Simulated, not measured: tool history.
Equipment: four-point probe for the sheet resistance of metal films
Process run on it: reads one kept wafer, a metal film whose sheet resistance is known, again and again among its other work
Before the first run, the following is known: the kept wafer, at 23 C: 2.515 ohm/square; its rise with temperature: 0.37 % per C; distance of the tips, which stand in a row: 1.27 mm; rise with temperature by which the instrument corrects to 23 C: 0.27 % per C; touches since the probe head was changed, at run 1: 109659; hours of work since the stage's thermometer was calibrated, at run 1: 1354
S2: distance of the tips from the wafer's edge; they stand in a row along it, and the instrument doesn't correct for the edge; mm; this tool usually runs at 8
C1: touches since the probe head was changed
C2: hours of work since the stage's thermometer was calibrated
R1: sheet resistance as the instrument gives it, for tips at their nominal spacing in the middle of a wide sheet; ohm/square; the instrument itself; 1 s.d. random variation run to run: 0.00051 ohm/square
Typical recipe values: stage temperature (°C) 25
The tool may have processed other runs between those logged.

Run 1, hour 0.0: usual settings; C1 109659; C2 1354. Result: R1 2.521900 ohm/square.
Run 2, hour 128.2: usual settings; C1 115457; C2 1426. Result: R1 2.521194 ohm/square.
Run 3, hour 240.1: usual settings; C1 120514; C2 1488. Result: R1 2.520091 ohm/square.
Run 4, hour 314.8: usual settings; C1 123892; C2 1530. Result: R1 2.519649 ohm/square.
Run 5, hour 450.6: usual settings; C1 130032; C2 1606. Result: R1 2.518819 ohm/square.
Run 6, hour 580.8: usual settings; C1 135920; C2 1678. Result: R1 2.517614 ohm/square.
Run 7, hour 658.4: usual settings but stage temperature (°C) 30; C1 139427; C2 1722. Result: R1 2.529324 ohm/square.
Run 8, hour 748.1: usual settings but stage temperature (°C) 30; C1 143486; C2 1772. Result: R1 2.528371 ohm/square.
Run 9, hour 877.3: usual settings but stage temperature (°C) 30; C1 149325; C2 1844. Result: R1 2.527412 ohm/square.
Run 10, hour 989.9: usual settings but stage temperature (°C) 30; C1 154416; C2 1907. Result: R1 2.526985 ohm/square.
Run 11, hour 1072.1: usual settings but stage temperature (°C) 35; C1 158137; C2 1953. Result: R1 2.537768 ohm/square.
Run 12, hour 1161.7: usual settings but S2 60 mm; C1 162188; C2 2003. Result: R1 2.478961 ohm/square.
Run 13, hour 1297.6: usual settings but S2 64 mm; C1 168331; C2 2078. Result: R1 2.479057 ohm/square.
Run 14, hour 1364.6: usual settings but S2 64 mm; C1 171362; C2 2116. Result: R1 2.477704 ohm/square.
Run 15, hour 1455.6: usual settings; C1 175476; C2 2167. Result: R1 2.509733 ohm/square.
Run 16, hour 1558.2: usual settings; C1 180115; C2 2224. Result: R1 2.509339 ohm/square.
Run 17, hour 1636.9: usual settings but stage temperature (°C) 34; C1 183674; C2 2268. Result: R1 2.530871 ohm/square.
Run 18, hour 1779.6: usual settings but stage temperature (°C) 34; C1 190127; C2 2348. Result: R1 2.528787 ohm/square.
At hour 1854.6: stage's thermometer calibrated.
At hour 1882.8: new probe head fitted.
Run 19, hour 1929.6: usual settings but stage temperature (°C) 34; C1 2116; C2 41. Result: R1 2.572535 ohm/square.
Run 20, hour 1994.8: usual settings but stage temperature (°C) 34; C1 5065; C2 78. Result: R1 2.572134 ohm/square.
Run 21, hour 2107.9: usual settings but S2 7 mm; C1 10181; C2 141. Result: R1 2.558184 ohm/square.
Run 22, hour 2220.2: usual settings but S2 7 mm; C1 15257; C2 204. Result: R1 2.558047 ohm/square.
Run 23, hour 2311.9: usual settings but stage temperature (°C) 24, S2 9 mm; C1 19402; C2 255. Result: R1 2.537193 ohm/square.
Run 24, hour 2427.7: usual settings but stage temperature (°C) 24, S2 9 mm; C1 24640; C2 319. Result: R1 2.535480 ohm/square.
At hour 2486.0: stage's thermometer calibrated, once more.
Run 25, hour 2534.9: usual settings but S2 5 mm; C1 29466; C2 27. Result: R1 2.590281 ohm/square.
Run 26, hour 2666.9: usual settings but S2 5 mm; C1 35431; C2 101. Result: R1 2.588327 ohm/square.
Run 27, hour 2774.6: usual settings but stage temperature (°C) 27, S2 4 mm; C1 40302; C2 161. Result: R1 2.637124 ohm/square.
Run 28, hour 2836.0: usual settings but stage temperature (°C) 27, S2 13 mm; C1 43080; C2 195. Result: R1 2.522112 ohm/square.
Run 29, hour 2914.8: usual settings but stage temperature (°C) 27, S2 13 mm; C1 46642; C2 239. Result: R1 2.519991 ohm/square.
Run 30, hour 3003.5: usual settings but stage temperature (°C) 27, S2 13 mm; C1 50653; C2 289. Result: R1 2.520478 ohm/square.
Run 31, hour 3141.3: usual settings but S2 21 mm; C1 56885; C2 366. Result: R1 2.505923 ohm/square.
Run 32, hour 3242.3: usual settings but S2 21 mm; C1 61451; C2 422. Result: R1 2.505133 ohm/square.
Run 33, hour 3310.2: usual settings but stage temperature (°C) 24, S2 6 mm; C1 64518; C2 460. Result: R1 2.555958 ohm/square.
Run 34, hour 3379.0: usual settings but stage temperature (°C) 33, S2 16 mm; C1 67631; C2 499. Result: R1 2.526785 ohm/square.
Run 35, hour 3445.8: usual settings but stage temperature (°C) 19, S2 16 mm; C1 70650; C2 536. Result: R1 2.491982 ohm/square.
Run 36, hour 3550.4: usual settings but S2 40 mm; C1 75383; C2 594. Result: R1 2.498159 ohm/square.
Run 37, hour 3681.3: usual settings but stage temperature (°C) 28, S2 5 mm; C1 81301; C2 667. Result: R1 2.587308 ohm/square.
Run 38, hour 3822.8: usual settings but stage temperature (°C) 29; C1 87698; C2 746. Result: R1 2.537813 ohm/square.
Run 39, hour 3956.3: usual settings but stage temperature (°C) 34, S2 4 mm; C1 93735; C2 821. Result: R1 2.645065 ohm/square.
Run 40, hour 4077.0: usual settings but stage temperature (°C) 22, S2 24 mm; C1 99192; C2 888. Result: R1 2.488439 ohm/square.
Run 41, hour 4190.6: usual settings but stage temperature (°C) 22, S2 24 mm; C1 104330; C2 952. Result: R1 2.487182 ohm/square.
Run 42, hour 4308.2: usual settings but stage temperature (°C) 22, S2 24 mm; C1 109647; C2 1017. Result: R1 2.485493 ohm/square.
Run 43, hour 4387.9: usual settings but stage temperature (°C) 21, S2 9 mm; C1 113247; C2 1062. Result: R1 2.506529 ohm/square.
Run 44, hour 4513.9: usual settings but stage temperature (°C) 21, S2 9 mm; C1 118945; C2 1132. Result: R1 2.504935 ohm/square.

Each row is a separate what-if for the run after 44, all from the same tool condition, not one after another. Results?
Run A, hour 4622.2: usual settings but stage temperature (°C) 22, S2 5 mm; C1 123841; C2 1193. Result: R1 ?.
Run B, hour 4622.2: usual settings but stage temperature (°C) 24, S2 3 mm; C1 123841; C2 1193. Result: R1 ?.
Run C, hour 4622.2: usual settings but stage temperature (°C) 32, S2 5 mm; C1 123841; C2 1193. Result: R1 ?.
Run D, hour 4622.2: usual settings but stage temperature (°C) 21, S2 5 mm; C1 123841; C2 1193. Result: R1 ?.
Run E, hour 4622.2: usual settings but stage temperature (°C) 21, S2 7 mm; C1 123841; C2 1193. Result: R1 ?.

run        R1
  A  2.562483
  B  2.702845
  C  2.589108
  D  2.560405
  E  2.520689
Had the tool no hidden state, the same runs would have come out as:
run        R1
  A  2.595675
  B  2.737695
  C  2.622708
  D  2.593564
  E  2.553380

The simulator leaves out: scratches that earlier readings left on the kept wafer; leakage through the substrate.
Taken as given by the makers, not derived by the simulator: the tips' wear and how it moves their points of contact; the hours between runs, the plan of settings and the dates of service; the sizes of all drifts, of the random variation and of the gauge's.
